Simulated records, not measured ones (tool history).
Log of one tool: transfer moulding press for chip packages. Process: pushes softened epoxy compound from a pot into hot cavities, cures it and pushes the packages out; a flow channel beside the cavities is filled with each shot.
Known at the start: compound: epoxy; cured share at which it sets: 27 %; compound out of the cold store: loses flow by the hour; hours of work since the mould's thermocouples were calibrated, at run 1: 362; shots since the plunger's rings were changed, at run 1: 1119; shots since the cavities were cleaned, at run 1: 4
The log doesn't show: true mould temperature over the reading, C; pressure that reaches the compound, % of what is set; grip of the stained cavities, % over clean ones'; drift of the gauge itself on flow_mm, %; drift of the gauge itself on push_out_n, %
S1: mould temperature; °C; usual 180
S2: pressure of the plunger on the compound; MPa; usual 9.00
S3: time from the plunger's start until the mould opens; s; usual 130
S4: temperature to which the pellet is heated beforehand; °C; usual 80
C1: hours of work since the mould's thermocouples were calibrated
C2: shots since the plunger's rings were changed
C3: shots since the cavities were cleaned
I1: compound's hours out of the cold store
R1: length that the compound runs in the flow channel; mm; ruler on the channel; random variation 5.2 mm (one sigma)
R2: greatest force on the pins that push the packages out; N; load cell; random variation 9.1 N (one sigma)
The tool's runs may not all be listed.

run 1 day=0.000 | S1=180 S2=9.00 S3=130 S4=80 | C1=362 C2=1119 C3=4 | I1=41.5 | R1=474 R2=425
run 2 day=0.517 | S1=180 S2=9.00 S3=148 S4=80 | C1=368 C2=1214 C3=99 | I1=18.5 | R1=497 R2=438
run 3 day=1.083 | S1=180 S2=9.00 S3=135 S4=80 | C1=375 C2=1318 C3=203 | I1=43.8 | R1=466 R2=558
run 4 day=1.554 | S1=180 S2=9.00 S3=130 S4=80 | C1=381 C2=1405 C3=290 | I1=47.3 | R1=472 R2=637
run 5 day=1.875 | S1=180 S2=9.00 S3=130 S4=80 | C1=385 C2=1464 C3=349 | I1=25.1 | R1=487 R2=705
run 6 day=2.238 | S1=180 S2=9.00 S3=130 S4=80 | C1=389 C2=1531 C3=416 | I1=26.9 | R1=495 R2=720
run 7 day=2.558 | S1=180 S2=9.00 S3=130 S4=80 | C1=393 C2=1589 C3=474 | I1=28.2 | R1=490 R2=749
run 8 day=3.050 | S1=180 S2=9.00 S3=130 S4=80 | C1=399 C2=1680 C3=565 | I1=21.0 | R1=487 R2=823
-- day=3.167 cavities cleaned with cleaning compound and waxed
run 9 day=3.542 | S1=180 S2=9.00 S3=130 S4=80 | C1=404 C2=1759 C3=69 | I1=37.6 | R1=482 R2=493
run 10 day=4.167 | S1=180 S2=9.00 S3=149 S4=80 | C1=412 C2=1874 C3=184 | I1=26.5 | R1=483 R2=481
run 11 day=4.612 | S1=180 S2=9.00 S3=149 S4=80 | C1=417 C2=1955 C3=265 | I1=38.3 | R1=470 R2=532
-- day=5.033 mould's thermocouples calibrated
run 12 day=5.421 | S1=180 S2=9.00 S3=130 S4=80 | C1=5 C2=2089 C3=399 | I1=15.4 | R1=501 R2=712
run 13 day=5.812 | S1=180 S2=9.00 S3=130 S4=80 | C1=9 C2=2161 C3=471 | I1=26.4 | R1=484 R2=745
run 14 day=6.200 | S1=180 S2=9.00 S3=130 S4=80 | C1=14 C2=2232 C3=542 | I1=40.3 | R1=469 R2=727
-- day=6.392 cavities cleaned with cleaning compound and waxed
run 15 day=6.596 | S1=180 S2=8.94 S3=130 S4=80 | C1=18 C2=2293 C3=37 | I1=12.5 | R1=501 R2=451
run 16 day=7.350 | S1=185 S2=8.88 S3=113 S4=71 | C1=27 C2=2432 C3=176 | I1=25.3 | R1=464 R2=537
run 17 day=8.071 | S1=180 S2=6.87 S3=128 S4=83 | C1=36 C2=2564 C3=308 | I1=35.9 | R1=413 R2=666
run 18 day=8.538 | S1=180 S2=6.87 S3=128 S4=83 | C1=42 C2=2650 C3=394 | I1=20.1 | R1=424 R2=712
run 19 day=8.975 | S1=180 S2=7.49 S3=128 S4=87 | C1=47 C2=2731 C3=475 | I1=17.1 | R1=448 R2=735
run 20 day=9.388 | S1=180 S2=7.49 S3=128 S4=87 | C1=52 C2=2807 C3=551 | I1=37.1 | R1=420 R2=741
-- day=9.600 cavities cleaned with cleaning compound and waxed
run 21 day=10.250 | S1=177 S2=8.58 S3=139 S4=89 | C1=62 C2=2954 C3=120 | I1=21.6 | R1=467 R2=543
run 22 day=10.588 | S1=177 S2=8.58 S3=139 S4=89 | C1=66 C2=3016 C3=182 | I1=9.4 | R1=496 R2=622
run 23 day=11.338 | S1=177 S2=8.58 S3=139 S4=89 | C1=75 C2=3154 C3=320 | I1=25.8 | R1=472 R2=719
run 24 day=11.704 | S1=177 S2=7.79 S3=141 S4=89 | C1=79 C2=3221 C3=387 | I1=27.3 | R1=445 R2=695
run 25 day=12.246 | S1=177 S2=9.00 S3=114 S4=80 | C1=86 C2=3321 C3=487 | I1=27.1 | R1=485 R2=1224
run 26 day=12.604 | S1=178 S2=8.59 S3=114 S4=80 | C1=90 C2=3387 C3=553 | I1=42.7 | R1=443 R2=1156
-- day=12.738 cavities cleaned with cleaning compound and waxed
run 27 day=13.358 | S1=178 S2=8.59 S3=114 S4=80 | C1=99 C2=3514 C3=114 | I1=29.9 | R1=455 R2=777
run 28 day=14.075 | S1=178 S2=9.00 S3=162 S4=76 | C1=107 C2=3645 C3=245 | I1=38.6 | R1=453 R2=481
run 29 day=14.600 | S1=185 S2=9.00 S3=158 S4=80 | C1=114 C2=3742 C3=342 | I1=9.9 | R1=485 R2=518

Measured less the same run without the tool's hidden state. The same run-to-run variation is in both; the gauge's scatter may not be:
run=1 R1=-10 R2=+21
run=2 R1=-11 R2=+94
run=3 R1=-11 R2=+190
run=4 R1=-12 R2=+253
run=5 R1=-13 R2=+305
run=6 R1=-14 R2=+333
run=7 R1=-14 R2=+354
run=8 R1=-16 R2=+409
run=9 R1=-16 R2=+98
run=10 R1=-17 R2=+159
run=11 R1=-18 R2=+208
run=12 R1=-21 R2=+307
run=13 R1=-22 R2=+340
run=14 R1=-22 R2=+344
run=15 R1=-23 R2=+41
run=16 R1=-23 R2=+159
run=17 R1=-21 R2=+260
run=18 R1=-23 R2=+303
run=19 R1=-25 R2=+340
run=20 R1=-24 R2=+353
run=21 R1=-29 R2=+129
run=22 R1=-31 R2=+191
run=23 R1=-31 R2=+289
run=24 R1=-30 R2=+301
run=25 R1=-34 R2=+566
run=26 R1=-31 R2=+554
run=27 R1=-34 R2=+174
run=28 R1=-35 R2=+169
run=29 R1=-37 R2=+207
